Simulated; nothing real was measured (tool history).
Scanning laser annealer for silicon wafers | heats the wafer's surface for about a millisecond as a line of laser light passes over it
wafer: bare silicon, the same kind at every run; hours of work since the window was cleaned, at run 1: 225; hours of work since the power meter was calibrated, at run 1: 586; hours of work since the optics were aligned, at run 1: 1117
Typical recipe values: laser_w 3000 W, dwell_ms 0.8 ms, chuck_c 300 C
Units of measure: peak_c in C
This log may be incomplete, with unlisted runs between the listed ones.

| run | day | laser_w | dwell_ms | chuck_c | hours of work since the window was cleaned | hours of work since the power meter was calibrated | hours of work since the optics were aligned | peak_c |
|---|---|---|---|---|---|---|---|---|
| 1 | 0 | 3000 | 0.8 | 300 | 225 | 586 | 1117 | 1009 |
| 2 | 0.779 | 3000 | 0.8 | 300 | 236 | 597 | 1128 | 1007 |
| 3 | 1.55 | 3000 | 0.8 | 300 | 247 | 608 | 1139 | 1009 |
| 4 | 2.388 | 3000 | 0.8 | 300 | 259 | 620 | 1151 | 1007 |
| 5 | 2.875 | 3000 | 0.8 | 300 | 266 | 626 | 1157 | 1005 |
| 6 | 3.65 | 3000 | 0.8 | 300 | 276 | 637 | 1168 | 1007 |
| 7 | 4.162 | 3000 | 0.8 | 305 | 284 | 644 | 1175 | 1010 |
| 8 | 5.046 | 3000 | 0.8 | 305 | 296 | 657 | 1188 | 1009 |
| 9 | 5.979 | 3000 | 0.8 | 305 | 309 | 670 | 1201 | 1009 |
| 10 | 6.462 | 3000 | 0.8 | 305 | 316 | 676 | 1207 | 1010 |
| 11 | 7.188 | 3000 | 0.738 | 329 | 326 | 687 | 1218 | 1005 |
| 12 | 7.833 | 3000 | 0.846 | 296 | 335 | 696 | 1227 | 1016 |
| 13 | 8.812 | 3269 | 0.895 | 328 | 348 | 709 | 1240 | 1146 |
| 14 | 9.683 | 2947 | 0.951 | 292 | 361 | 721 | 1252 | 1037 |
| 15 | 10.654 | 2947 | 0.951 | 292 | 374 | 735 | 1266 | 1039 |
| 16 | 11.325 | 2947 | 0.951 | 292 | 383 | 744 | 1275 | 1038 |
| 17 | 11.929 | 3189 | 0.951 | 338 | 392 | 753 | 1284 | 1153 |

Results per run with the tool's hidden condition removed, run-to-run variation unchanged:
Hidden state at play: light that passes the window, % of a clean one's; laser's true power over the reading, %; width of the line over the set one, %; drift of the gauge itself on peak_c, C.
| run | peak_c |
|---|---|
| 1 | 1026 |
| 2 | 1024 |
| 3 | 1027 |
| 4 | 1026 |
| 5 | 1024 |
| 6 | 1027 |
| 7 | 1031 |
| 8 | 1030 |
| 9 | 1031 |
| 10 | 1032 |
| 11 | 1026 |
| 12 | 1040 |
| 13 | 1175 |
| 14 | 1063 |
| 15 | 1066 |
| 16 | 1066 |
| 17 | 1184 |
